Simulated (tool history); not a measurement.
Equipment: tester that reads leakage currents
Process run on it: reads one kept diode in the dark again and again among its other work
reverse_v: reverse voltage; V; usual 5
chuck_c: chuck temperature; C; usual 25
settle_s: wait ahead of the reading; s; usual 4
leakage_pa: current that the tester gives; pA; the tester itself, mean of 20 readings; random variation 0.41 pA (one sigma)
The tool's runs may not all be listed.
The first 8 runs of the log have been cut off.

run   hour  reverse_v  chuck_c  settle_s  hours of work since the probe card was cleaned  hours of work since the tester was calibrated  hours of work since the chuck was calibrated  leakage_pa
  9  328.8          5       25         4                                            1795                                            715                                           268      143.25
 10  385.6          5       25         4                                            1827                                            747                                           299      142.22
 11  440.5          5       25         4                                            1857                                            777                                           329      143.39
 12  478.9          5       29         4                                            1878                                            798                                           351      193.98
 13  510.7          5       29         4                                            1896                                            816                                           368      194.52
 14  551.7          5       25      3.28                                            1919                                            839                                           391      144.73
 15  602.4          5       25      3.28                                            1947                                            867                                           419      145.17
 16    630          5       25      3.28                                            1962                                            882                                           434         146
 17  662.6          5       25      3.28                                            1980                                            900                                           452      145.59
 18  705.4       1.26       25         4                                            2004                                            924                                           476       71.28
 19    755      14.33       26      9.02                                            2031                                            951                                           504      274.39
 20  780.9          1       31      0.41                                            2046                                            966                                           518       99.84
 21  811.9          5       43      1.95                                            2063                                            983                                           535      534.08
 22  867.4          5       43      1.95                                            2094                                           1014                                           566      533.84
 23  903.8       2.04       59      1.06                                            2114                                           1034                                           586      951.09
 24  935.9       2.04       59      1.06                                            2132                                           1052                                           604       954.1
 25  966.5       2.04       59      1.06                                            2148                                           1068                                           621      948.23

Predict the results of run 26:
 26  1008.1          5       26      3.63                                            2171                                           1091                                           644           ?

Run 26 yielded leakage_pa 160.36 pA.
If the tool had no hidden condition, the same run with the same run-to-run variation would have returned leakage_pa 147.54 pA.
